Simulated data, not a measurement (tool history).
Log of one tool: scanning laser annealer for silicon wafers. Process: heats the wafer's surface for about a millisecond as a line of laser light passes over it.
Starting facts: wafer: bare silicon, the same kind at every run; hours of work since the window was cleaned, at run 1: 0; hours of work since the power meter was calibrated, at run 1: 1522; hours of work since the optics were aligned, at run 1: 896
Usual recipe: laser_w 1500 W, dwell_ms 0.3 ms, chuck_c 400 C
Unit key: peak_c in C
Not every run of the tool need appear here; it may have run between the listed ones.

run   hour  laser_w  dwell_ms  chuck_c  hours of work since the window was cleaned  hours of work since the power meter was calibrated  hours of work since the optics were aligned  peak_c
  1      0     1500       0.3      400                                           0                                                1522                                          896    1105
  2   46.6     1500       0.3      400                                          35                                                1557                                          931    1100
  3   76.4     1500       0.3      400                                          58                                                1579                                          954    1101
  4  123.2     1392       0.3      400                                          93                                                1614                                          989    1042
  5  151.5     1392       0.3      400                                         114                                                1635                                         1010    1034
  6  198.9     1392       0.3      400                                         150                                                1671                                         1046    1038
  7  243.1     1500       0.3      376                                         183                                                1704                                         1079    1072
  8  274.9     1500       0.3      391                                         207                                                1728                                         1103    1087
  9  305.1     1500       0.3      391                                         230                                                1751                                         1126    1088
 10  370.1     1500     0.211      362                                         279                                                1800                                         1175     930
 11  399.1     1500     0.211      362                                         300                                                1822                                         1196     927
 12  436.3     1510      0.25      427                                         328                                                1849                                         1224    1057
 13  499.8     1510      0.25      427                                         376                                                1897                                         1272    1053
     524.9  -- optics aligned, line set to its width
 14  537.5     1486     0.355      439                                         401                                                1922                                            9    1210
 15    583     1441      0.32      393                                         435                                                1956                                           44    1090
 16    618     1635      0.32      406                                         461                                                1982                                           70    1220
 17  680.6     1497       0.3      430                                         508                                                2029                                          117    1130

Entry by entry between the runs, the difference in hidden state between the last listed run before and the first listed run after:
Between runs 13 and 14: optics aligned, line set to its width (hour 524.9)
  light that passes the window, % of a clean one's: 98.71 -> 98.63; laser's true power over the reading, %: 1.04 -> 1.06; width of the line over the set one, %: 3.85 -> 0.1
  measured result minus the result with no hidden state, peak_c: -17 -> -3 C

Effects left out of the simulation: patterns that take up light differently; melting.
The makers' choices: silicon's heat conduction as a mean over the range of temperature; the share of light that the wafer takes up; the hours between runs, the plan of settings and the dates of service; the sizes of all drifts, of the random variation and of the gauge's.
